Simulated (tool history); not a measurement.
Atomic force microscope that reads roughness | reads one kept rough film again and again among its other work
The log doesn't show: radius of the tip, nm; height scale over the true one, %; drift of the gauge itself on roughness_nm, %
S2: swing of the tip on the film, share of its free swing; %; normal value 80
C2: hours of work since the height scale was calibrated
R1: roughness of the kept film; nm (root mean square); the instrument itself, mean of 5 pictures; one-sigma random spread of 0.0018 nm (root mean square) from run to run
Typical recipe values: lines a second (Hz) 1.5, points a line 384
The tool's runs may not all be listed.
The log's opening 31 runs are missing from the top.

Run 32, day 73.746: usual settings but S2 83 %, points a line 902; pictures with this tip 120; C2 1189. Result: R1 0.444 nm (root mean square).
Run 33, day 76.067: usual settings but lines a second (Hz) 1.33, S2 75 %, points a line 801; pictures with this tip 178; C2 1220. Result: R1 0.447 nm (root mean square).
Run 34, day 77.479: usual settings but lines a second (Hz) 1.33, S2 75 %, points a line 801; pictures with this tip 213; C2 1239. Result: R1 0.446 nm (root mean square).
At day 78.012: new tip fitted.
Run 35, day 79.754: usual settings but lines a second (Hz) 2.5, S2 77 %, points a line 1012; pictures with this tip 44; C2 1270. Result: R1 0.452 nm (root mean square).
Run 36, day 81.771: usual settings but lines a second (Hz) 3.4; pictures with this tip 94; C2 1297. Result: R1 0.427 nm (root mean square).
Run 37, day 83.154: usual settings but lines a second (Hz) 1.72, S2 87 %; pictures with this tip 129; C2 1316. Result: R1 0.433 nm (root mean square).
Run 38, day 84.821: usual settings but lines a second (Hz) 1.31, S2 68 %, points a line 448; pictures with this tip 171; C2 1339. Result: R1 0.449 nm (root mean square).
Run 39, day 86.7: usual settings but lines a second (Hz) 1.31, S2 68 %, points a line 448; pictures with this tip 218; C2 1364. Result: R1 0.441 nm (root mean square).
At day 86.896: new tip fitted.
Run 40, day 88.733: usual settings but lines a second (Hz) 2.32, S2 74 %, points a line 269; pictures with this tip 46; C2 1392. Result: R1 0.447 nm (root mean square).
Run 41, day 92.021: usual settings but lines a second (Hz) 0.72, S2 81 %, points a line 784; pictures with this tip 129; C2 1436. Result: R1 0.464 nm (root mean square).
At day 92.767: height scale calibrated on a step standard.
Run 42, day 95.142: usual settings but lines a second (Hz) 2.09, S2 69 %; pictures with this tip 206; C2 32. Result: R1 0.431 nm (root mean square).
At day 95.783: new tip fitted.
Run 43, day 98.279: usual settings but lines a second (Hz) 1.05, S2 67 %; pictures with this tip 62; C2 75. Result: R1 0.463 nm (root mean square).

Alternative continuations, all from the tool just after run 43; predict every row:
Run A, day 101.275: usual settings but points a line 518; pictures with this tip 137; C2 115. Result: R1 ?.
Run B, day 101.275: usual settings but points a line 858; pictures with this tip 137; C2 115. Result: R1 ?.
Run C, day 101.275: usual settings but lines a second (Hz) 1.62, S2 73 %, points a line 287; pictures with this tip 137; C2 115. Result: R1 ?.

run     R1
  A  0.442
  B  0.443
  C  0.436
With the hidden condition removed and each run's random variation left untouched, the same runs would have given:
run     R1
  A  0.462
  B  0.463
  C  0.456
